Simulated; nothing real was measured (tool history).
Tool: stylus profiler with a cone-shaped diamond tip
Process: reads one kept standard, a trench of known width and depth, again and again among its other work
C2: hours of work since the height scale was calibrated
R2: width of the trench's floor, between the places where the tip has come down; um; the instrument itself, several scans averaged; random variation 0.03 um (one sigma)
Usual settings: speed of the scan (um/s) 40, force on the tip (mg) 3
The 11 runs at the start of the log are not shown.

Run 12, day 21.346: usual settings but force on the tip (mg) 6.22; scans with this tip 8920; C2 624. Result: depth of the trench (nm) 102.29, R2 97.02 um.
Run 13, day 23.458: usual settings but force on the tip (mg) 1.71; scans with this tip 9400; C2 657. Result: depth of the trench (nm) 100.87, R2 96.8 um.
Run 14, day 25.212: usual settings; scans with this tip 9799; C2 685. Result: depth of the trench (nm) 101.34, R2 96.95 um.
Run 15, day 27.042: usual settings; scans with this tip 10216; C2 714. Result: depth of the trench (nm) 101.34, R2 96.87 um.
Run 16, day 29.208: usual settings; scans with this tip 10708; C2 749. Result: depth of the trench (nm) 101.3, R2 96.84 um.
Run 17, day 30.679: usual settings; scans with this tip 11043; C2 772. Result: depth of the trench (nm) 101.34, R2 96.74 um.
Run 18, day 32.842: usual settings; scans with this tip 11536; C2 807. Result: depth of the trench (nm) 101.31, R2 96.78 um.
Run 19, day 35.704: usual settings; scans with this tip 12186; C2 852. Result: depth of the trench (nm) 101.32, R2 96.68 um.
Run 20, day 37.488: usual settings; scans with this tip 12592; C2 881. Result: depth of the trench (nm) 101.33, R2 96.7 um.
Run 21, day 38.908: usual settings; scans with this tip 12916; C2 903. Result: depth of the trench (nm) 101.32, R2 96.69 um.
Run 22, day 40.671: usual settings; scans with this tip 13317; C2 931. Result: depth of the trench (nm) 101.31, R2 96.63 um.
Run 23, day 42.538: usual settings; scans with this tip 13741; C2 961. Result: depth of the trench (nm) 101.31, R2 96.59 um.
Run 24, day 44.4: usual settings but speed of the scan (um/s) 47, force on the tip (mg) 2.35; scans with this tip 14165; C2 991. Result: depth of the trench (nm) 101.11, R2 96.53 um.
Run 25, day 46.862: usual settings but speed of the scan (um/s) 47, force on the tip (mg) 2.35; scans with this tip 14725; C2 1030. Result: depth of the trench (nm) 101.04, R2 96.47 um.
Run 26, day 48.975: usual settings but speed of the scan (um/s) 49, force on the tip (mg) 1.18; scans with this tip 15206; C2 1063. Result: depth of the trench (nm) 100.64, R2 96.3 um.
At day 50.221: new tip fitted, height scale calibrated.
Run 27, day 51.254: usual settings but speed of the scan (um/s) 49, force on the tip (mg) 1.18; scans with this tip 236; C2 16. Result: depth of the trench (nm) 100.75, R2 97.69 um.
Run 28, day 54.117: usual settings but speed of the scan (um/s) 13, force on the tip (mg) 4.24; scans with this tip 886; C2 62. Result: depth of the trench (nm) 101.82, R2 97.86 um.
Run 29, day 56.767: usual settings but speed of the scan (um/s) 14, force on the tip (mg) 3.31; scans with this tip 1489; C2 104. Result: depth of the trench (nm) 101.51, R2 97.73 um.
At day 57.029: height scale calibrated on a step standard.
Run 30, day 57.933: usual settings but speed of the scan (um/s) 14, force on the tip (mg) 3.31; scans with this tip 1750; C2 14. Result: depth of the trench (nm) 101.51, R2 97.73 um.
Run 31, day 60.275: usual settings but speed of the scan (um/s) 27, force on the tip (mg) 1.69; scans with this tip 2283; C2 52. Result: depth of the trench (nm) 100.96, R2 97.56 um.
Run 32, day 62.054: usual settings but speed of the scan (um/s) 22, force on the tip (mg) 6.01; scans with this tip 2687; C2 80. Result: depth of the trench (nm) 102.22, R2 97.63 um.
Run 33, day 63.408: usual settings but speed of the scan (um/s) 22, force on the tip (mg) 6.01; scans with this tip 2996; C2 101. Result: depth of the trench (nm) 102.22, R2 97.59 um.
Run 34, day 66.062: usual settings but speed of the scan (um/s) 35, force on the tip (mg) 2.96; scans with this tip 3600; C2 144. Result: depth of the trench (nm) 101.34, R2 97.5 um.

Forecast run 35:
Run 35, day 67.579: usual settings but speed of the scan (um/s) 144, force on the tip (mg) 2.08; scans with this tip 3945; C2 168. Result: depth of the trench (nm) ?, R2 ?.

Run 35 produced depth of the trench (nm) 101.04, R2 96.86 um.
On a tool with no hidden condition, and with the same random variation, this run would have come out at depth of the trench (nm) 101.1, R2 97.3 um.
